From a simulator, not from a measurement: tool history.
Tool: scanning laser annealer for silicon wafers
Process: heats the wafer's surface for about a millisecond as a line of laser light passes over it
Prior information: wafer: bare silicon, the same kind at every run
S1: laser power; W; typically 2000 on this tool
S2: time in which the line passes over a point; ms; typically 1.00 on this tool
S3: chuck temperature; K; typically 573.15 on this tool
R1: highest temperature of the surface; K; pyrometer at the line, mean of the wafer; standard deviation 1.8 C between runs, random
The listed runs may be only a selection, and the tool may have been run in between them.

| run | hour | S1 | S2 | S3 | R1 |
|---|---|---|---|---|---|
| 1 | 0.0 | 2000 | 1.00 | 573.15 | 1300.15 |
| 2 | 14.7 | 2000 | 1.00 | 573.15 | 1301.15 |
| 3 | 35.4 | 2000 | 1.00 | 537.15 | 1260.15 |
| 4 | 54.8 | 2000 | 1.00 | 537.15 | 1263.15 |
| 5 | 78.9 | 1944 | 1.00 | 573.15 | 1268.15 |
| 6 | 91.5 | 2000 | 1.00 | 573.15 | 1297.15 |
| 7 | 107.0 | 2000 | 1.00 | 591.15 | 1312.15 |
| 8 | 129.0 | 2000 | 1.00 | 591.15 | 1311.15 |
| 9 | 150.1 | 2000 | 1.00 | 591.15 | 1307.15 |
| 10 | 179.5 | 2000 | 1.00 | 568.15 | 1287.15 |
| 11 | 202.9 | 2000 | 1.00 | 537.15 | 1254.15 |
| 12 | 228.6 | 1993 | 1.00 | 573.15 | 1286.15 |
| 13 | 249.3 | 1993 | 1.00 | 573.15 | 1281.15 |
| 14 | 278.3 | 1707 | 1.00 | 573.15 | 1153.15 |
| 15 | 292.5 | 1707 | 1.00 | 573.15 | 1150.15 |
| 16 | 317.6 | 1947 | 1.00 | 573.15 | 1258.15 |
| 17 | 346.5 | 2000 | 1.00 | 595.15 | 1306.15 |
| 18 | 367.5 | 2000 | 0.71 | 573.15 | 1164.15 |
| 19 | 381.3 | 2000 | 1.00 | 558.15 | 1266.15 |

For run 20, what comes out?
| 20 | 402.3 | 2000 | 1.00 | 558.15 | ? |

R1: 1263.15 K
With the hidden condition absent and the run-to-run variation left alone, this run would have shown R1 1308.15 K.
